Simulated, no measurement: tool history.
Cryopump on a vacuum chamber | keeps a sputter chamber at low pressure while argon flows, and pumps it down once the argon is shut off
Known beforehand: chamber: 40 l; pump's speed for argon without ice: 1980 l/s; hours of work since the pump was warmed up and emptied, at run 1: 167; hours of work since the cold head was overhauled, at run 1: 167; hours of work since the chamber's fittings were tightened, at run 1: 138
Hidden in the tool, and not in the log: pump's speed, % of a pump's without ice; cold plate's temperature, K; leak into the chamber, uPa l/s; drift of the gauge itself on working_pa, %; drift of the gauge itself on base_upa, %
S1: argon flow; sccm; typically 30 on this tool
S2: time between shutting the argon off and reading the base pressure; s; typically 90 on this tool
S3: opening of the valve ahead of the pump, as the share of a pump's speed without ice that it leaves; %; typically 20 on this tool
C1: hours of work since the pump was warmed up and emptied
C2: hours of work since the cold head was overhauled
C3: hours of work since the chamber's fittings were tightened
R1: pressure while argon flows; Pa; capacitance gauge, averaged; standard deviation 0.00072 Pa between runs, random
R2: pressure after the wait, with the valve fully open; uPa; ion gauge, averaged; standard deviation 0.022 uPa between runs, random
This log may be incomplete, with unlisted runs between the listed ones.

run	hour	S1	S2	S3	C1	C2	C3	R1	R2
1	0.0	30	90	20	167	167	138	0.1311	0.70
2	13.7	30	90	20	173	173	144	0.1301	0.71
3	33.7	30	90	30	182	182	153	0.0867	0.68
4	45.6	30	90	30	187	187	158	0.0880	0.68
5	62.1	30	90	30	194	194	165	0.0873	0.73
6	76.1	30	90	30	200	200	171	0.0883	0.69
7	97.1	30	90	20	209	209	180	0.1311	0.70
8	113.5	30	90	43	216	216	187	0.0632	0.75
9	130.4	30	90	20	223	223	194	0.1313	0.73
10	147.5	30	90	20	230	230	201	0.1297	0.75
11	161.6	30	90	20	236	236	207	0.1307	0.71
12	186.4	30	90	20	247	247	218	0.1324	0.75
13	206.6	30	90	20	255	255	227	0.1314	0.78
14	231.9	30	90	20	266	266	237	0.1307	0.81
15	251.6	30	90	20	275	275	246	0.1319	0.78
16	270.6	58	90	47	283	283	254	0.1111	0.81
17	298.1	30	235	16	295	295	266	0.1630	0.57
18	312.6	30	235	16	301	301	272	0.1634	0.54
19	328.7	32	44	39	308	308	279	0.0732	1.23

Estimate the outcome of run 20 from the log above:
20	348.6	13	113	20	316	316	287	?	?

{"run 20": {"R1": 0.0574, "R2": 0.75}}
With no hidden state in the tool, this same run would have given R1 0.0557 Pa, R2 0.47 uPa.

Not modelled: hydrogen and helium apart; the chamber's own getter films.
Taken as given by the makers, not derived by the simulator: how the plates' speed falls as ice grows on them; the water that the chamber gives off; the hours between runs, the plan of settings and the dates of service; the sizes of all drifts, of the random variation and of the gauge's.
